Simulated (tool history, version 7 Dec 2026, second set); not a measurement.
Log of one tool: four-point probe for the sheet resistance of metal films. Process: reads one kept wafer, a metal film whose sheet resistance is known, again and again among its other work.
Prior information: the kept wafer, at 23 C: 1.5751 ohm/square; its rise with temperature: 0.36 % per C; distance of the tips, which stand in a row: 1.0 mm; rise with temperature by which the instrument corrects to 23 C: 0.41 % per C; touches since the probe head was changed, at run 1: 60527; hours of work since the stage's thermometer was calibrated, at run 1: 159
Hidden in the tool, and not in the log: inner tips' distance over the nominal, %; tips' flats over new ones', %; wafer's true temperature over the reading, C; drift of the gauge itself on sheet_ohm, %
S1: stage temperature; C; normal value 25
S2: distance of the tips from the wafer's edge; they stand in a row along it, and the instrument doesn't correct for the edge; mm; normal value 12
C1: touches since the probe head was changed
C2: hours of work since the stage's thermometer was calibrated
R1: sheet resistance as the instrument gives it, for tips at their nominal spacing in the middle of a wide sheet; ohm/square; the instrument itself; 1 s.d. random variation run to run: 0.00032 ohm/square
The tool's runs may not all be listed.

Run 1, hour 0: usual settings; C1 60527; C2 159. Result: R1 1.600407 ohm/square.
Run 2, hour 69.4: usual settings; C1 62350; C2 187. Result: R1 1.601384 ohm/square.
Run 3, hour 139: usual settings; C1 64180; C2 215. Result: R1 1.601242 ohm/square.
Run 4, hour 215.7: usual settings; C1 66198; C2 246. Result: R1 1.602277 ohm/square.
Run 5, hour 283.8: usual settings; C1 67989; C2 274. Result: R1 1.602908 ohm/square.
Run 6, hour 334.2: usual settings; C1 69314; C2 294. Result: R1 1.602516 ohm/square.
Run 7, hour 371.9: usual settings; C1 70305; C2 309. Result: R1 1.60341 ohm/square.
At hour 378.6: new probe head fitted.
Run 8, hour 411.4: usual settings; C1 862; C2 325. Result: R1 1.572982 ohm/square.
Run 9, hour 452.2: usual settings; C1 1936; C2 342. Result: R1 1.572557 ohm/square.
Run 10, hour 513.5: usual settings but S1 19 C; C1 3547; C2 366. Result: R1 1.576665 ohm/square.
Run 11, hour 556.7: usual settings; C1 4681; C2 384. Result: R1 1.573214 ohm/square.
Run 12, hour 613.5: usual settings; C1 6175; C2 407. Result: R1 1.573701 ohm/square.
Run 13, hour 674.6: usual settings; C1 7780; C2 432. Result: R1 1.574043 ohm/square.
Run 14, hour 718.3: usual settings but S2 21 mm; C1 8931; C2 450. Result: R1 1.570073 ohm/square.
Run 15, hour 767.6: usual settings but S2 70 mm; C1 10225; C2 470. Result: R1 1.568606 ohm/square.
Run 16, hour 806.5: usual settings; C1 11249; C2 485. Result: R1 1.574903 ohm/square.
Run 17, hour 855.4: usual settings but S1 34 C, S2 40 mm; C1 12534; C2 505. Result: R1 1.563269 ohm/square.
At hour 861: stage's thermometer calibrated.
Run 18, hour 918.6: usual settings but S1 19 C, S2 14 mm; C1 14182; C2 23. Result: R1 1.578312 ohm/square.
Run 19, hour 955.3: usual settings but S1 20 C, S2 42 mm; C1 15147; C2 38. Result: R1 1.57411 ohm/square.
Run 20, hour 1011.1: usual settings but S1 19 C, S2 4 mm; C1 16614; C2 61. Result: R1 1.626556 ohm/square.
Run 21, hour 1067.4: usual settings but S1 19 C, S2 4 mm; C1 18095; C2 84. Result: R1 1.626313 ohm/square.
At hour 1117.1: stage's thermometer calibrated, once more.
Run 22, hour 1139: usual settings but S1 19 C, S2 4 mm; C1 19965; C2 9. Result: R1 1.625246 ohm/square.
Run 23, hour 1173.8: usual settings but S1 19 C, S2 4 mm; C1 20878; C2 23. Result: R1 1.626482 ohm/square.
Run 24, hour 1243.6: usual settings but S1 19 C, S2 4 mm; C1 22713; C2 51. Result: R1 1.627199 ohm/square.
Run 25, hour 1292: usual settings but S1 24 C, S2 36 mm; C1 23986; C2 71. Result: R1 1.572074 ohm/square.
Run 26, hour 1351.1: usual settings but S1 27 C, S2 27 mm; C1 25540; C2 95. Result: R1 1.57055 ohm/square.
Run 27, hour 1418.3: usual settings but S1 24 C, S2 6 mm; C1 27307; C2 122. Result: R1 1.596069 ohm/square.
Run 28, hour 1490.9: usual settings but S1 19 C, S2 4 mm; C1 29215; C2 152. Result: R1 1.628469 ohm/square.
Run 29, hour 1536.8: usual settings but S1 19 C, S2 4 mm; C1 30420; C2 170. Result: R1 1.628698 ohm/square.
Run 30, hour 1609.5: usual settings but S1 22 C; C1 32333; C2 200. Result: R1 1.581648 ohm/square.
Run 31, hour 1662: usual settings but S1 21 C, S2 56 mm; C1 33712; C2 221. Result: R1 1.576563 ohm/square.

Entry by entry between the runs, the difference in hidden state between the last listed run before and the first listed run after:
Run 7 -> run 8: new probe head fitted (hour 378.6)
  inner tips' distance over the nominal, %: 1.327 -> -0.486; tips' flats over new ones', %: 72 -> 1; wafer's true temperature over the reading, C: 0.15 -> 0.16
  measured result minus the result with no hidden state, R1: +0.023587 -> -0.007407 ohm/square
Run 17 -> run 18: stage's thermometer calibrated (hour 861)
  inner tips' distance over the nominal, %: -0.339 -> -0.317; tips' flats over new ones', %: 12 -> 14; wafer's true temperature over the reading, C: 0.22 -> 0.26
  measured result minus the result with no hidden state, R1: -0.004541 -> -0.00393 ohm/square
Run 21 -> run 22: stage's thermometer calibrated, once more (hour 1117.1)
  inner tips' distance over the nominal, %: -0.267 -> -0.242; tips' flats over new ones', %: 17 -> 19; wafer's true temperature over the reading, C: 0.28 -> 0.13
  measured result minus the result with no hidden state, R1: -0.003019 -> -0.003446 ohm/square
